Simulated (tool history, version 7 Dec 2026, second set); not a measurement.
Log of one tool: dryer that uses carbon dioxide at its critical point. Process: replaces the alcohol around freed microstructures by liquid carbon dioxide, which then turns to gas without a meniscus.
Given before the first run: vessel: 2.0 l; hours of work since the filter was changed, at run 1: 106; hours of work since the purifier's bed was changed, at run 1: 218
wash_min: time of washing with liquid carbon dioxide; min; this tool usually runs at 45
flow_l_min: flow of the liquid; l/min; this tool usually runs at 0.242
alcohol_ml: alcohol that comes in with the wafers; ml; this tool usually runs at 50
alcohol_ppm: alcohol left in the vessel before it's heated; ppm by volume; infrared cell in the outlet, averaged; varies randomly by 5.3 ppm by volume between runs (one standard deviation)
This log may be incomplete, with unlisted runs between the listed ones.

run,day,wash_min,flow_l_min,alcohol_ml,hours of work since the filter was changed,hours of work since the purifier's bed was changed,alcohol_ppm
1,0.000,45,0.242,50,106,218,150
2,0.779,45,0.242,50,113,225,151
3,1.150,45,0.242,50,117,228,156
4,1.483,45,0.242,50,119,231,145
5,2.258,45,0.242,50,126,238,158
6,2.950,45,0.242,50,132,244,157
7,3.588,45,0.242,50,138,250,161
8,4.167,45,0.242,50,143,255,148
9,4.700,45,0.242,50,148,260,163
10,5.221,45,0.242,50,153,264,157
11,5.662,45,0.242,50,156,268,159
12,6.200,45,0.242,50,161,273,160
13,6.700,34,0.242,50,166,277,523
14,7.367,34,0.242,50,172,283,515
15,7.812,34,0.242,50,175,287,522
16,8.554,34,0.242,50,182,294,511
17,9.221,45,0.242,50,188,300,169
18,9.696,45,0.363,50,192,304,34
19,10.258,45,0.242,50,197,309,171
20,10.829,45,0.242,50,202,314,170
21,11.508,45,0.242,50,208,320,163
22,12.117,45,0.242,52,214,325,170
23,12.908,45,0.242,52,221,332,186
24,13.517,45,0.242,52,226,338,184
25,14.038,40,0.171,59,231,342,1319
26,14.500,64,0.242,50,235,347,44
27,15.204,53,0.176,50,241,353,382
28,15.800,45,0.300,64,246,358,83
29,16.421,54,0.224,32,252,363,85
30,17.104,54,0.224,32,258,370,89
31,17.738,54,0.156,35,263,375,393
32,18.375,45,0.242,26,269,381,107
33,19.088,38,0.242,41,275,387,305
34,19.429,45,0.374,50,278,390,31
35,20.117,41,0.305,29,284,396,57
36,20.617,62,0.305,90,289,401,48
37,21.192,62,0.305,90,294,406,35
38,21.962,45,0.225,50,301,413,262
39,22.521,45,0.225,50,306,417,258
40,23.075,45,0.225,41,311,422,218
41,23.404,32,0.242,68,313,425,999
42,23.888,32,0.242,68,318,430,985
43,24.533,48,0.242,50,323,435,153
44,24.992,29,0.395,50,327,439,131
45,25.500,67,0.218,50,332,444,65
46,26.150,69,0.218,50,338,450,60
47,26.879,69,0.218,50,344,456,59
48,27.458,69,0.218,50,349,461,66

Each run again, without the hidden state but with its own random variation kept:
What the log doesn't record here: flow that reaches the vessel past the clogged filter, %; alcohol in the recycled carbon dioxide, ppm; drift of the gauge itself on alcohol_ppm, %.
run,alcohol_ppm
1,119
2,119
3,123
4,112
5,123
6,120
7,124
8,111
9,124
10,116
11,118
12,117
13,434
14,425
15,429
16,416
17,120
18,12
19,120
20,119
21,109
22,116
23,128
24,123
25,1095
26,15
27,284
28,43
29,45
30,49
31,292
32,60
33,213
34,2
35,18
36,19
37,5
38,171
39,166
40,134
41,747
42,735
43,86
44,67
45,23
46,20
47,19
48,25
